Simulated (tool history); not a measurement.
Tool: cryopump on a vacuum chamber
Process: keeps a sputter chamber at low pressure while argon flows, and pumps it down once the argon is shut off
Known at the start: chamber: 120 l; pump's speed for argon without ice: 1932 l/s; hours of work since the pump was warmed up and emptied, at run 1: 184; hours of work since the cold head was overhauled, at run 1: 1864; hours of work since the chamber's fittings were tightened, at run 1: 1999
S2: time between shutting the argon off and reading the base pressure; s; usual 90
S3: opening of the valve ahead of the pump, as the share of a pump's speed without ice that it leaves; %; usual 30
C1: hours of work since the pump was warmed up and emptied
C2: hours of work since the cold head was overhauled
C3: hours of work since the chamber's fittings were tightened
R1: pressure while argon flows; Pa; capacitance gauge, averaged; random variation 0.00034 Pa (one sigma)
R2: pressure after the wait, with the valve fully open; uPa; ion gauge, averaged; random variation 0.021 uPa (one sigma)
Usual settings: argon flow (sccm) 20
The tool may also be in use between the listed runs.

run 1 hour=0.0 | argon_flow_(sccm)=20 S2=90 S3=30 | C1=184 C2=1864 C3=1999 | R1=0.0611 R2=1.35
run 2 hour=56.6 | argon_flow_(sccm)=20 S2=90 S3=30 | C1=229 C2=1909 C3=2044 | R1=0.0608 R2=1.39
run 3 hour=100.5 | argon_flow_(sccm)=20 S2=90 S3=30 | C1=264 C2=1944 C3=2079 | R1=0.0612 R2=1.41
run 4 hour=145.6 | argon_flow_(sccm)=20 S2=90 S3=30 | C1=300 C2=1980 C3=2115 | R1=0.0618 R2=1.45
run 5 hour=178.7 | argon_flow_(sccm)=20 S2=90 S3=30 | C1=327 C2=2006 C3=2142 | R1=0.0625 R2=1.45
run 6 hour=216.5 | argon_flow_(sccm)=9 S2=90 S3=30 | C1=357 C2=2036 C3=2172 | R1=0.0285 R2=1.52
-- hour=249.0 pump warmed up, emptied and cooled again
run 7 hour=282.8 | argon_flow_(sccm)=9 S2=90 S3=30 | C1=27 C2=2085 C3=2220 | R1=0.0270 R2=1.38
run 8 hour=310.7 | argon_flow_(sccm)=9 S2=90 S3=30 | C1=49 C2=2107 C3=2243 | R1=0.0269 R2=1.34
run 9 hour=339.4 | argon_flow_(sccm)=9 S2=90 S3=30 | C1=72 C2=2130 C3=2265 | R1=0.0270 R2=1.36
run 10 hour=392.4 | argon_flow_(sccm)=9 S2=90 S3=30 | C1=114 C2=2172 C3=2308 | R1=0.0269 R2=1.41
run 11 hour=445.7 | argon_flow_(sccm)=20 S2=90 S3=30 | C1=157 C2=2215 C3=2350 | R1=0.0600 R2=1.50
run 12 hour=507.8 | argon_flow_(sccm)=20 S2=90 S3=30 | C1=206 C2=2264 C3=2400 | R1=0.0609 R2=1.51
run 13 hour=552.5 | argon_flow_(sccm)=20 S2=90 S3=30 | C1=242 C2=2300 C3=2435 | R1=0.0623 R2=1.53
run 14 hour=599.7 | argon_flow_(sccm)=20 S2=90 S3=30 | C1=279 C2=2337 C3=2473 | R1=0.0614 R2=1.57
run 15 hour=661.5 | argon_flow_(sccm)=20 S2=90 S3=30 | C1=328 C2=2387 C3=2522 | R1=0.0621 R2=1.67
run 16 hour=711.5 | argon_flow_(sccm)=20 S2=90 S3=30 | C1=368 C2=2426 C3=2562 | R1=0.0629 R2=1.71
-- hour=729.7 pump warmed up, emptied and cooled again
run 17 hour=760.4 | argon_flow_(sccm)=20 S2=90 S3=30 | C1=24 C2=2461 C3=2597 | R1=0.0594 R2=1.49
run 18 hour=821.8 | argon_flow_(sccm)=14 S2=250 S3=39 | C1=73 C2=2510 C3=2645 | R1=0.0325 R2=1.31
run 19 hour=848.5 | argon_flow_(sccm)=20 S2=185 S3=30 | C1=95 C2=2531 C3=2667 | R1=0.0598 R2=1.43
run 20 hour=904.7 | argon_flow_(sccm)=21 S2=185 S3=34 | C1=139 C2=2576 C3=2711 | R1=0.0561 R2=1.46
run 21 hour=958.3 | argon_flow_(sccm)=15 S2=90 S3=17 | C1=182 C2=2619 C3=2754 | R1=0.0796 R2=1.63
run 22 hour=989.9 | argon_flow_(sccm)=20 S2=40 S3=30 | C1=207 C2=2644 C3=2779 | R1=0.0616 R2=2.15
run 23 hour=1051.1 | argon_flow_(sccm)=10 S2=90 S3=30 | C1=256 C2=2693 C3=2828 | R1=0.0312 R2=1.71
run 24 hour=1097.2 | argon_flow_(sccm)=13 S2=291 S3=23 | C1=292 C2=2729 C3=2865 | R1=0.0520 R2=1.50
run 25 hour=1145.6 | argon_flow_(sccm)=32 S2=63 S3=30 | C1=331 C2=2768 C3=2903 | R1=0.0994 R2=1.99
run 26 hour=1187.1 | argon_flow_(sccm)=19 S2=90 S3=55 | C1=364 C2=2801 C3=2936 | R1=0.0342 R2=1.90
-- hour=1212.9 pump warmed up, emptied and cooled again
run 27 hour=1252.3 | argon_flow_(sccm)=19 S2=90 S3=55 | C1=31 C2=2849 C3=2984 | R1=0.0315 R2=1.64
run 28 hour=1280.3 | argon_flow_(sccm)=25 S2=113 S3=46 | C1=54 C2=2871 C3=3006 | R1=0.0499 R2=1.56
run 29 hour=1307.9 | argon_flow_(sccm)=25 S2=113 S3=46 | C1=76 C2=2893 C3=3028 | R1=0.0495 R2=1.63
-- hour=1333.3 leaking fittings of the chamber tightened, without venting
run 30 hour=1344.5 | argon_flow_(sccm)=25 S2=234 S3=24 | C1=103 C2=2921 C3=9 | R1=0.0940 R2=0.29
run 31 hour=1371.3 | argon_flow_(sccm)=25 S2=234 S3=24 | C1=125 C2=2942 C3=30 | R1=0.0932 R2=0.33
run 32 hour=1407.7 | argon_flow_(sccm)=25 S2=234 S3=24 | C1=153 C2=2971 C3=59 | R1=0.0944 R2=0.37
run 33 hour=1463.2 | argon_flow_(sccm)=23 S2=153 S3=18 | C1=198 C2=3015 C3=103 | R1=0.1149 R2=0.44

5 ways to go on from here, each from the tool as it stands after run 33. What would each give?
run A hour=1515.1 | argon_flow_(sccm)=13 S2=153 S3=39 | C1=239 C2=3056 C3=145 | R1=? R2=?
run B hour=1515.1 | argon_flow_(sccm)=20 S2=79 S3=17 | C1=239 C2=3056 C3=145 | R1=? R2=?
run C hour=1515.1 | argon_flow_(sccm)=23 S2=78 S3=16 | C1=239 C2=3056 C3=145 | R1=? R2=?
run D hour=1515.1 | argon_flow_(sccm)=9 S2=49 S3=43 | C1=239 C2=3056 C3=145 | R1=? R2=?
run E hour=1515.1 | argon_flow_(sccm)=21 S2=73 S3=58 | C1=239 C2=3056 C3=145 | R1=? R2=?

run=A R1=0.0312 R2=0.46
run=B R1=0.1062 R2=0.64
run=C R1=0.1303 R2=0.65
run=D R1=0.0201 R2=0.90
run=E R1=0.0355 R2=0.69
Without the tool's hidden state the same runs would have given:
run=A R1=0.0290 R2=0.36
run=B R1=0.1028 R2=0.54
run=C R1=0.1263 R2=0.55
run=D R1=0.0185 R2=0.80
run=E R1=0.0319 R2=0.59
